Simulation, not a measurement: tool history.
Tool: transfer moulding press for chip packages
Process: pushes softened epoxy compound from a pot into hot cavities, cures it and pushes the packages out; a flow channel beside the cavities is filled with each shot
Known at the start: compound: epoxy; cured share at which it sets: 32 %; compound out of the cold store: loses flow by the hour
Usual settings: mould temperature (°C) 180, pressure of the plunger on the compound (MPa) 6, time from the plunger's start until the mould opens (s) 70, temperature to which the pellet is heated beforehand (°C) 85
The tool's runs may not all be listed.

run	hour	mould temperature (°C)	pressure of the plunger on the compound (MPa)	time from the plunger's start until the mould opens (s)	temperature to which the pellet is heated beforehand (°C)	incoming compound's hours out of the cold store	length that the compound runs in the flow channel (mm)	greatest force on the pins that push the packages out (N)
1	0.0	180	6	70	85	9.4	836	580
# hour 21.9: cavities cleaned with cleaning compound and waxed
2	29.2	176	6	70	85	16.3	807	446
3	58.3	176	6	70	85	47.1	663	518
4	82.4	176	6	70	85	29.4	730	674
# hour 101.3: cavities cleaned with cleaning compound and waxed
5	114.5	176	6	70	85	30.9	712	447
6	129.2	180	6	78	85	14.3	792	350
7	150.0	180	6	70	85	29.0	722	479
8	174.6	180	6	75	85	23.9	740	485
# hour 180.7: cavities cleaned with cleaning compound and waxed
9	205.3	180	6	75	85	35.0	692	367
10	227.0	180	6	58	85	14.8	771	840
# hour 260.9: cavities cleaned with cleaning compound and waxed
11	261.5	180	6	58	85	26.4	723	475
12	284.5	180	6	58	85	10.5	799	738
13	313.1	180	6	70	85	44.4	628	488
14	334.1	180	6	54	85	22.4	726	1063

Forecast run 15:
# hour 341.4: cavities cleaned with cleaning compound and waxed
15	352.6	180	6	54	85	41.4	?	?

{"run 15": {"length that the compound runs in the flow channel (mm)": 641, "greatest force on the pins that push the packages out (N)": 618}}
Without the tool's hidden state the same run would have given length that the compound runs in the flow channel (mm) 705, greatest force on the pins that push the packages out (N) 512.
